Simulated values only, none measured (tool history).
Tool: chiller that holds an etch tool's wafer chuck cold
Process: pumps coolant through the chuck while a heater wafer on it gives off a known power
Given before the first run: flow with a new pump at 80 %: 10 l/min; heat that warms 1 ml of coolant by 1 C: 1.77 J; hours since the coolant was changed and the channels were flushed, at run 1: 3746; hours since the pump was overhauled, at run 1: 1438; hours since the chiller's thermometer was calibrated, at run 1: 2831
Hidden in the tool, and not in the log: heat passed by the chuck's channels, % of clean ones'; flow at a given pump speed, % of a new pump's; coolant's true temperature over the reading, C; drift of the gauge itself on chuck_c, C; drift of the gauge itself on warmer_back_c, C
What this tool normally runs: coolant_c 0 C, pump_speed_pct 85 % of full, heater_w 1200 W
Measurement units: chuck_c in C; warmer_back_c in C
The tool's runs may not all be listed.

run,hour,coolant_c,pump_speed_pct,heater_w,hours since the coolant was changed and the channels were flushed,hours since the pump was overhauled,hours since the chiller's thermometer was calibrated,chuck_c,warmer_back_c
1,0.0,0,85,1200,3746,1438,2831,8.6,3.93
2,57.7,2,85,1200,3804,1496,2888,10.6,3.92
3,88.0,2,85,1200,3834,1526,2919,10.7,3.93
4,149.2,0,85,1416,3896,1588,2980,10.4,4.66
5,175.9,0,85,1416,3922,1614,3006,10.3,4.61
6,232.1,0,85,1416,3978,1671,3063,10.5,4.65
7,263.1,0,85,1200,4009,1702,3094,8.9,3.92
8,300.3,0,85,1081,4047,1739,3131,7.9,3.54
9,346.8,-5,85,1200,4093,1785,3177,3.7,3.97
# hour 357.7: coolant changed, channels flushed
10,391.3,-3,85,1200,34,1824,3216,4.4,4.01
11,447.5,-3,85,1200,90,1880,3272,4.2,3.98
12,488.7,-3,85,1200,131,1921,3313,4.4,3.99
13,548.1,-3,85,1200,190,1981,3373,4.4,3.95
14,590.1,-3,85,1518,232,2023,3415,6.5,5.04
15,650.5,-3,85,1518,293,2083,3475,6.5,4.98
16,675.4,-3,85,1518,318,2108,3500,6.4,5.05
17,736.3,-3,82,1517,379,2169,3561,6.7,5.19
18,776.5,7,82,923,419,2209,3601,12.8,3.09
19,813.8,3,72,1200,456,2246,3638,11.4,4.76
20,873.5,0,80,1200,516,2306,3698,7.9,4.28
21,933.3,0,89,1468,576,2366,3758,9.1,4.60
22,970.7,-8,76,785,613,2403,3795,-3.0,2.95
23,1005.6,1,75,1200,648,2438,3830,9.3,4.54
24,1065.4,0,85,750,708,2498,3890,4.6,2.48
25,1115.6,2,100,1200,758,2548,3940,8.7,3.43
26,1143.0,0,93,1200,785,2575,3968,7.2,3.70
27,1193.6,0,89,1470,836,2626,4018,9.1,4.71
28,1223.0,-6,97,1753,865,2655,4048,4.1,5.10
29,1269.4,-8,85,1037,912,2702,4094,-1.3,3.45
30,1320.3,-8,85,1037,963,2753,4145,-1.6,3.51
31,1362.6,7,66,1789,1005,2795,4187,20.6,7.76

How would selected steps in chuck_c from run to run divide? Give the signed amount a tool lacking its hidden state would still show from settings, what came in and random variation, and the signed amount left for the hidden state, including any gauge scatter that is not in both of the compared results.
Run 3 -> 4: coolant_c 2 -> 0, heater_w 1200 -> 1416. chuck_c -0.3 C: hidden state +0.3, all else -0.6.
Run 9 -> 10: coolant_c -5 -> -3, coolant changed, channels flushed. chuck_c +0.7 C: hidden state -1.6, all else +2.3.
Run 21 -> 22: coolant_c 0 -> -8, pump_speed_pct 89 -> 76, heater_w 1468 -> 785. chuck_c -12.1 C: hidden state -0.2, all else -11.9.
Run 22 -> 23: coolant_c -8 -> 1, pump_speed_pct 76 -> 75, heater_w 785 -> 1200. chuck_c +12.3 C: hidden state +0.2, all else +12.1.
Run 30 -> 31: coolant_c -8 -> 7, pump_speed_pct 85 -> 66, heater_w 1037 -> 1789. chuck_c +22.2 C: hidden state +0.4, all else +21.8.

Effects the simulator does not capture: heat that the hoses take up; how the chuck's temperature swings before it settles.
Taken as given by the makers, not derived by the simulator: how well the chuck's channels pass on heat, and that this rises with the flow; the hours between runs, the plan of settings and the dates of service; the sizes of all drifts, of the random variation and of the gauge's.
